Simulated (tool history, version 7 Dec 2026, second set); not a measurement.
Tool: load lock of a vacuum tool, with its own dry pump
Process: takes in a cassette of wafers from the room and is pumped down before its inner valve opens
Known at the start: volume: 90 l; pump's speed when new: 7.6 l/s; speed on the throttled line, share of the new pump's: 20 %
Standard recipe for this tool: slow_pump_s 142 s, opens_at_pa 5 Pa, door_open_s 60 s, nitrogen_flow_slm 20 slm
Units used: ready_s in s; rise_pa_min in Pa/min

run	hour	slow_pump_s	opens_at_pa	door_open_s	nitrogen_flow_slm	incoming humidity of the room's air, %	ready_s	rise_pa_min
1	0	142	5	60	20	45.6	243.2	0.09
2	186.4	142	5	60	20	42.4	245.5	0.093
3	287.9	142	5	60	20	46	243.8	0.098
4	486.7	142	5	60	20	44.5	243.1	0.102
5	647.6	142	5	49	20	46.4	245.8	0.108
6	840.1	142	5	60	20	44.2	241.3	0.103
7	1043.1	142	5	60	20	45.4	246.7	0.113
8	1162.5	142	5	60	20	46.3	246	0.109
9	1358.6	142	5	60	20	44.4	245	0.116
10	1455.8	142	5	223	20	44.7	242.2	0.128
11	1597.6	142	5	223	20	45.7	246.4	0.128
12	1821.7	142	5	223	20	46.4	245	0.135
13	1930.7	142	5	60	20	49.2	246.8	0.126
14	2070.3	142	5	60	20	44.5	244.8	0.126
15	2189.1	142	5	60	20	41.3	248.3	0.126
16	2357.5	142	5	60	20	46.8	247.9	0.134
17	2560.9	142	5	60	20	43.9	248	0.132
18	2677.7	142	9	60	20	44.7	238.4	0.141
19	2860.6	142	9	60	20	46.8	240.4	0.151
20	2965	142	7	60	10	42.8	239.1	0.149
21	3131.5	189	5	124	10	45.2	283.5	0.163
22	3361.6	189	5	124	10	44.8	285.6	0.162
23	3530.6	131	6	29	8	44.8	236.5	0.151
24	3665	142	5	174	20	44.8	249.8	0.166
25	3839	142	5	174	20	42.7	248	0.171
26	3936.9	100	6	77	20	41.2	212.8	0.164
27	4127.3	100	8	77	20	44.4	208.5	0.177
28	4274.6	100	8	77	20	42.9	208.6	0.172
29	4379.9	100	8	77	20	46.3	209.4	0.177
30	4606.9	142	7	25	20	42.7	245.1	0.171
31	4791.3	142	7	27	20	43.9	244	0.173
# hour 4969.3: dry pump taken out, an overhauled one fitted
32	5024.5	142	7	27	20	45.1	231.5	0.181
33	5255.6	74	5	201	28	43.6	180.6	0.199
34	5369.4	169	5	78	20	44.4	257.2	0.195
35	5545.5	169	5	78	20	49.6	256.3	0.201
36	5775.7	258	5	60	6	45.8	328.1	0.223
37	5930.5	142	6	63	20	47.1	231.8	0.216

Below are 4 alternative next runs, each starting from the tool's condition after run 37. Predict each:
A	6159.5	277	8	60	20	40.8	?	?
B	6159.5	142	5	60	18	41.2	?	?
C	6159.5	119	6	66	23	45.5	?	?
D	6159.5	142	5	63	21	43.4	?	?

run	ready_s	rise_pa_min
A	336.6	0.216
B	234.2	0.207
C	213.7	0.217
D	234.4	0.208
The same runs, with their run-to-run variation unchanged, on a tool lacking any hidden condition would have given:
run	ready_s	rise_pa_min
A	335.4	0.01
B	232.2	0.008
C	211.8	0.012
D	232.4	0.008

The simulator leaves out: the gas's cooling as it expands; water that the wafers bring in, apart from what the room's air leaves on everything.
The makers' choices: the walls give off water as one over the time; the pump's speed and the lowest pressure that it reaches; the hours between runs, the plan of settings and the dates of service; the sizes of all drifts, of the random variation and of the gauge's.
